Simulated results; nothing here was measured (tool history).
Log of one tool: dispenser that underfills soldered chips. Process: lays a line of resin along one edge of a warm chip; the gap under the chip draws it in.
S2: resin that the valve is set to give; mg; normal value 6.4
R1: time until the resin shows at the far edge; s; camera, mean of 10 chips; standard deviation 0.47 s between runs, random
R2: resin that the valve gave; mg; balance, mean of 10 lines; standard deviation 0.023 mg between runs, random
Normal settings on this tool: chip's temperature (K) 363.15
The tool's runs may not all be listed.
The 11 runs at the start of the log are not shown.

{"day": 1.704, "done": "new syringe of resin"}
{"run": 12, "day": 1.779, "chip's temperature (K)": 363.15, "S2": 5.59, "R1": 41.7, "R2": 5.39}
{"run": 13, "day": 1.904, "chip's temperature (K)": 357.15, "S2": 5.59, "R1": 59.6, "R2": 5.35}
{"run": 14, "day": 2.092, "chip's temperature (K)": 363.15, "S2": 6.4, "R1": 65.8, "R2": 6.12}
{"day": 2.229, "done": "new syringe of resin"}
{"run": 15, "day": 2.233, "chip's temperature (K)": 363.15, "S2": 6.4, "R1": 36.2, "R2": 6.1}
{"run": 16, "day": 2.442, "chip's temperature (K)": 363.15, "S2": 6.4, "R1": 50.8, "R2": 6.11}
{"run": 17, "day": 2.654, "chip's temperature (K)": 363.15, "S2": 6.4, "R1": 70.6, "R2": 6.1}
{"day": 2.75, "done": "new syringe of resin"}
{"run": 18, "day": 2.788, "chip's temperature (K)": 363.15, "S2": 6.46, "R1": 38.9, "R2": 6.14}
{"day": 2.946, "done": "dispensing valve cleaned and set on the balance"}
{"run": 19, "day": 3.008, "chip's temperature (K)": 356.15, "S2": 6.73, "R1": 62.6, "R2": 6.69}
{"run": 20, "day": 3.129, "chip's temperature (K)": 356.15, "S2": 7.92, "R1": 74.7, "R2": 7.95}
{"day": 3.312, "done": "new syringe of resin"}
{"run": 21, "day": 3.312, "chip's temperature (K)": 363.15, "S2": 6.64, "R1": 36.1, "R2": 6.63}
{"run": 22, "day": 3.462, "chip's temperature (K)": 358.15, "S2": 7.36, "R1": 53.7, "R2": 7.29}
{"run": 23, "day": 3.558, "chip's temperature (K)": 371.15, "S2": 5.55, "R1": 44.6, "R2": 5.53}
{"run": 24, "day": 3.65, "chip's temperature (K)": 363.15, "S2": 7.58, "R1": 60.7, "R2": 7.58}
{"day": 3.833, "done": "new syringe of resin"}
{"run": 25, "day": 3.867, "chip's temperature (K)": 363.15, "S2": 6.49, "R1": 38.5, "R2": 6.44}
{"run": 26, "day": 3.979, "chip's temperature (K)": 363.15, "S2": 6.49, "R1": 46.9, "R2": 6.46}
{"run": 27, "day": 4.092, "chip's temperature (K)": 373.15, "S2": 6.69, "R1": 40, "R2": 6.63}
{"run": 28, "day": 4.188, "chip's temperature (K)": 367.15, "S2": 7.79, "R1": 56.1, "R2": 7.72}
{"run": 29, "day": 4.308, "chip's temperature (K)": 371.15, "S2": 6.99, "R1": 60.4, "R2": 6.96}
{"day": 4.362, "done": "new syringe of resin"}
{"run": 30, "day": 4.408, "chip's temperature (K)": 371.15, "S2": 6.99, "R1": 30.9, "R2": 6.93}
{"run": 31, "day": 4.604, "chip's temperature (K)": 354.15, "S2": 8.1, "R1": 71.2, "R2": 8.07}
{"run": 32, "day": 4.783, "chip's temperature (K)": 351.15, "S2": 6.28, "R1": 103.1, "R2": 6.18}
{"day": 4.883, "done": "new syringe of resin"}
{"run": 33, "day": 4.996, "chip's temperature (K)": 350.15, "S2": 7, "R1": 66.8, "R2": 6.9}
{"run": 34, "day": 5.083, "chip's temperature (K)": 371.15, "S2": 6.77, "R1": 39.6, "R2": 6.65}
{"run": 35, "day": 5.171, "chip's temperature (K)": 376.15, "S2": 5.55, "R1": 40.3, "R2": 5.5}
{"run": 36, "day": 5.362, "chip's temperature (K)": 359.15, "S2": 6.87, "R1": 85.2, "R2": 6.77}

Branching from run 36: 3 alternative next runs. What would each branch give?
{"day": 5.4, "done": "new syringe of resin"}
{"run": "A", "day": 5.488, "chip's temperature (K)": 358.15, "S2": 6.87, "R1": "?", "R2": "?"}
{"day": 5.4, "done": "new syringe of resin"}
{"run": "B", "day": 5.488, "chip's temperature (K)": 350.15, "S2": 5.86, "R1": "?", "R2": "?"}
{"day": 5.4, "done": "new syringe of resin"}
{"run": "C", "day": 5.488, "chip's temperature (K)": 359.15, "S2": 6.02, "R1": "?", "R2": "?"}

run=A R1=48.1 R2=6.74
run=B R1=62.8 R2=5.74
run=C R1=46.8 R2=5.92
Stripped of hidden state, with their random variation kept, the same runs would have yielded:
run=A R1=42.5 R2=6.87
run=B R1=55.4 R2=5.85
run=C R1=41.3 R2=6.03
